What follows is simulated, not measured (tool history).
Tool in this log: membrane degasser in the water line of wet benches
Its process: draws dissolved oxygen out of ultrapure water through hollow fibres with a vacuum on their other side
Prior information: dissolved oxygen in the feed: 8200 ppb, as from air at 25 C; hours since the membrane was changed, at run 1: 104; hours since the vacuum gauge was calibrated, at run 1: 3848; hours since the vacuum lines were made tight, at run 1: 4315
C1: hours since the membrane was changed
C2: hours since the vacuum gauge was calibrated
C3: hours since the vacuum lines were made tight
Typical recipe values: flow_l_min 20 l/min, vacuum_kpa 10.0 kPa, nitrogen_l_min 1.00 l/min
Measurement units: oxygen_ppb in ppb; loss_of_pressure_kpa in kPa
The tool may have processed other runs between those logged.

{"run": 1, "hour": 0.0, "flow_l_min": 20, "vacuum_kpa": 10.0, "nitrogen_l_min": 1.0, "C1": 104, "C2": 3848, "C3": 4315, "oxygen_ppb": 350.0, "loss_of_pressure_kpa": 30.7}
{"run": 2, "hour": 44.7, "flow_l_min": 20, "vacuum_kpa": 10.0, "nitrogen_l_min": 1.0, "C1": 149, "C2": 3892, "C3": 4360, "oxygen_ppb": 351.1, "loss_of_pressure_kpa": 30.77}
{"run": 3, "hour": 76.2, "flow_l_min": 20, "vacuum_kpa": 10.0, "nitrogen_l_min": 1.0, "C1": 180, "C2": 3924, "C3": 4391, "oxygen_ppb": 351.6, "loss_of_pressure_kpa": 30.71}
{"run": 4, "hour": 100.1, "flow_l_min": 20, "vacuum_kpa": 10.0, "nitrogen_l_min": 1.0, "C1": 204, "C2": 3948, "C3": 4415, "oxygen_ppb": 350.4, "loss_of_pressure_kpa": 30.73}
{"run": 5, "hour": 147.1, "flow_l_min": 20, "vacuum_kpa": 10.0, "nitrogen_l_min": 1.81, "C1": 251, "C2": 3995, "C3": 4462, "oxygen_ppb": 229.7, "loss_of_pressure_kpa": 30.66}
{"run": 6, "hour": 187.6, "flow_l_min": 20, "vacuum_kpa": 10.0, "nitrogen_l_min": 0.89, "C1": 291, "C2": 4035, "C3": 4503, "oxygen_ppb": 377.3, "loss_of_pressure_kpa": 30.85}
{"run": 7, "hour": 236.3, "flow_l_min": 20, "vacuum_kpa": 17.7, "nitrogen_l_min": 0.89, "C1": 340, "C2": 4084, "C3": 4552, "oxygen_ppb": 730.3, "loss_of_pressure_kpa": 31.07}
{"run": 8, "hour": 280.5, "flow_l_min": 20, "vacuum_kpa": 17.7, "nitrogen_l_min": 0.89, "C1": 384, "C2": 4128, "C3": 4596, "oxygen_ppb": 709.9, "loss_of_pressure_kpa": 30.92}
{"run": 9, "hour": 302.4, "flow_l_min": 20, "vacuum_kpa": 17.7, "nitrogen_l_min": 0.89, "C1": 406, "C2": 4150, "C3": 4618, "oxygen_ppb": 724.7, "loss_of_pressure_kpa": 30.98}
{"run": 10, "hour": 339.5, "flow_l_min": 20, "vacuum_kpa": 17.7, "nitrogen_l_min": 0.89, "C1": 443, "C2": 4187, "C3": 4655, "oxygen_ppb": 721.0, "loss_of_pressure_kpa": 30.62}
{"run": 11, "hour": 361.4, "flow_l_min": 20, "vacuum_kpa": 17.7, "nitrogen_l_min": 0.89, "C1": 465, "C2": 4209, "C3": 4677, "oxygen_ppb": 723.5, "loss_of_pressure_kpa": 31.33}
{"run": 12, "hour": 383.2, "flow_l_min": 20, "vacuum_kpa": 17.7, "nitrogen_l_min": 0.89, "C1": 487, "C2": 4231, "C3": 4698, "oxygen_ppb": 712.1, "loss_of_pressure_kpa": 31.19}
{"run": 13, "hour": 410.5, "flow_l_min": 20, "vacuum_kpa": 10.0, "nitrogen_l_min": 1.0, "C1": 514, "C2": 4258, "C3": 4726, "oxygen_ppb": 351.4, "loss_of_pressure_kpa": 31.14}
{"run": 14, "hour": 434.3, "flow_l_min": 23, "vacuum_kpa": 14.1, "nitrogen_l_min": 1.0, "C1": 538, "C2": 4282, "C3": 4750, "oxygen_ppb": 591.1, "loss_of_pressure_kpa": 35.95}
{"run": 15, "hour": 466.5, "flow_l_min": 20, "vacuum_kpa": 10.9, "nitrogen_l_min": 0.7, "C1": 570, "C2": 4314, "C3": 4782, "oxygen_ppb": 502.4, "loss_of_pressure_kpa": 31.03}
{"run": 16, "hour": 502.8, "flow_l_min": 16, "vacuum_kpa": 10.0, "nitrogen_l_min": 0.88, "C1": 607, "C2": 4350, "C3": 4818, "oxygen_ppb": 315.7, "loss_of_pressure_kpa": 25.01}
{"run": 17, "hour": 531.7, "flow_l_min": 15, "vacuum_kpa": 9.9, "nitrogen_l_min": 1.0, "C1": 636, "C2": 4379, "C3": 4847, "oxygen_ppb": 257.8, "loss_of_pressure_kpa": 23.28}
{"run": 18, "hour": 580.2, "flow_l_min": 32, "vacuum_kpa": 10.0, "nitrogen_l_min": 1.0, "C1": 684, "C2": 4428, "C3": 4895, "oxygen_ppb": 536.3, "loss_of_pressure_kpa": 50.07}
{"run": 19, "hour": 626.5, "flow_l_min": 14, "vacuum_kpa": 10.0, "nitrogen_l_min": 0.71, "C1": 730, "C2": 4474, "C3": 4942, "oxygen_ppb": 324.9, "loss_of_pressure_kpa": 22.16}
{"run": 20, "hour": 674.6, "flow_l_min": 23, "vacuum_kpa": 10.0, "nitrogen_l_min": 0.91, "C1": 778, "C2": 4522, "C3": 4990, "oxygen_ppb": 424.3, "loss_of_pressure_kpa": 36.12}
{"run": 21, "hour": 704.0, "flow_l_min": 20, "vacuum_kpa": 10.0, "nitrogen_l_min": 1.89, "C1": 808, "C2": 4552, "C3": 5019, "oxygen_ppb": 224.8, "loss_of_pressure_kpa": 31.43}
{"run": 22, "hour": 744.7, "flow_l_min": 17, "vacuum_kpa": 14.9, "nitrogen_l_min": 0.96, "C1": 849, "C2": 4592, "C3": 5060, "oxygen_ppb": 489.9, "loss_of_pressure_kpa": 26.62}
{"run": 23, "hour": 773.5, "flow_l_min": 17, "vacuum_kpa": 14.9, "nitrogen_l_min": 0.96, "C1": 877, "C2": 4621, "C3": 5089, "oxygen_ppb": 484.2, "loss_of_pressure_kpa": 27.01}
{"run": 24, "hour": 818.9, "flow_l_min": 17, "vacuum_kpa": 20.5, "nitrogen_l_min": 0.66, "C1": 923, "C2": 4667, "C3": 5134, "oxygen_ppb": 908.5, "loss_of_pressure_kpa": 26.87}
{"hour": 836.7, "done": "gauge calibrated"}
{"run": 25, "hour": 867.1, "flow_l_min": 13, "vacuum_kpa": 6.9, "nitrogen_l_min": 0.66, "C1": 971, "C2": 4715, "C3": 5182, "oxygen_ppb": 184.2, "loss_of_pressure_kpa": 19.83}

Each row is a separate what-if for the run after 25, all from the same tool condition, not one after another. Results?
{"run": "A", "hour": 904.3, "flow_l_min": 13, "vacuum_kpa": 8.7, "nitrogen_l_min": 0.5, "C1": 1008, "C2": 4752, "C3": 5220, "oxygen_ppb": "?", "loss_of_pressure_kpa": "?"}
{"run": "B", "hour": 904.3, "flow_l_min": 20, "vacuum_kpa": 10.7, "nitrogen_l_min": 0.95, "C1": 1008, "C2": 4752, "C3": 5220, "oxygen_ppb": "?", "loss_of_pressure_kpa": "?"}
{"run": "C", "hour": 904.3, "flow_l_min": 16, "vacuum_kpa": 10.0, "nitrogen_l_min": 0.55, "C1": 1008, "C2": 4752, "C3": 5220, "oxygen_ppb": "?", "loss_of_pressure_kpa": "?"}

run=A oxygen_ppb=326.8 loss_of_pressure_kpa=20.26
run=B oxygen_ppb=396.9 loss_of_pressure_kpa=30.38
run=C oxygen_ppb=439.9 loss_of_pressure_kpa=24.62
Take away the tool's hidden state, keep each run's random variation, and the runs would have read:
run=A oxygen_ppb=326.5 loss_of_pressure_kpa=20.20
run=B oxygen_ppb=396.6 loss_of_pressure_kpa=30.31
run=C oxygen_ppb=439.5 loss_of_pressure_kpa=24.56
